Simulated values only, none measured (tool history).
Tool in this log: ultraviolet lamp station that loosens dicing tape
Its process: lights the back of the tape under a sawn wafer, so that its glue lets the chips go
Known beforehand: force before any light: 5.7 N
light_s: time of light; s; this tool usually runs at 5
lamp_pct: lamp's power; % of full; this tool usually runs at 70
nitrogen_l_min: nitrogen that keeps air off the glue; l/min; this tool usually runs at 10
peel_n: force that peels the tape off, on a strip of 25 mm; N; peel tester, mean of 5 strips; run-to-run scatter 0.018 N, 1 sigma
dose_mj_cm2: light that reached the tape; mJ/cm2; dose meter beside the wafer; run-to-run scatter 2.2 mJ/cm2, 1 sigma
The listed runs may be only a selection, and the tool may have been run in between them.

run	hour	light_s	lamp_pct	nitrogen_l_min	peel_n	dose_mj_cm2
1	0.0	5	70	10	0.935	182
2	12.5	5	70	4	1.453	182
3	37.2	5	70	4	1.511	174
4	48.2	5	70	10	0.984	183
5	64.6	5	70	10	0.993	179
6	76.8	5	70	10	0.996	181
7	100.2	5	70	10	0.996	180
8	116.7	5	67	10	1.056	168
9	127.6	5	67	10	1.075	168
10	154.1	5	67	10	1.092	164
11	178.6	5	70	10	1.005	172
12	202.5	5	70	10	1.044	172
13	227.6	5	70	4	1.575	166
14	241.4	5	82	4	1.293	193
15	258.8	5	82	6	1.044	195
16	277.3	5	82	6	1.084	194
17	288.2	5	82	6	1.087	191
# hour 289.9: window cleaned of glue's vapour
18	309.8	5	82	6	1.130	189
19	328.5	5	70	10	1.180	160
20	346.9	5	70	10	1.190	161
21	362.4	5	70	10	1.171	155
22	383.8	2	70	10	2.953	63
23	399.2	5	63	8	1.534	143
24	412.9	5	86	3	1.585	190
25	434.5	5	77	20	0.806	170
# hour 438.7: window cleaned of glue's vapour, once more
26	459.0	5	77	20	0.662	192
27	481.9	7	66	7	0.772	224
28	493.9	3	98	18	1.115	145
29	507.1	8	87	18	0.219	339
30	531.1	5	62	10	1.352	151
31	551.2	5	64	18	0.983	157
32	565.2	5	64	18	1.018	149
33	589.4	5	64	18	0.959	148
34	611.3	9	66	6	0.570	279
35	627.8	5	81	8	0.957	189
36	642.3	3	81	6	2.129	114
37	653.8	6	82	8	0.730	230
38	668.7	6	84	3	1.208	232
39	691.7	7	66	8	0.771	215
40	706.3	7	66	8	0.795	211
41	721.7	3	70	4	2.664	94
42	746.8	3	70	4	2.654	94

Results for each run, recomputed without the tool's hidden state and with each run's random variation untouched:
Hidden conditions of the tool in this case: lamp's light, % of a new lamp's; light that the window lets through, % of a clean one's; drift of the gauge itself on peel_n, %; drift of the gauge itself on dose_mj_cm2, %.
run	peel_n	dose_mj_cm2
1	0.859	192
2	1.349	192
3	1.391	186
4	0.881	195
5	0.882	192
6	0.880	194
7	0.871	195
8	0.920	183
9	0.933	183
10	0.936	181
11	0.847	190
12	0.871	192
13	1.350	187
14	1.079	218
15	0.846	221
16	0.872	221
17	0.871	220
18	0.846	226
19	0.879	193
20	0.880	194
21	0.859	189
22	2.568	77
23	1.154	174
24	1.190	235
25	0.532	210
26	0.540	213
27	0.628	250
28	0.926	162
29	0.181	381
30	1.121	171
31	0.786	179
32	0.808	171
33	0.751	171
34	0.423	324
35	0.733	221
36	1.805	134
37	0.534	271
38	0.922	274
39	0.554	256
40	0.569	253
41	2.305	113
42	2.283	114
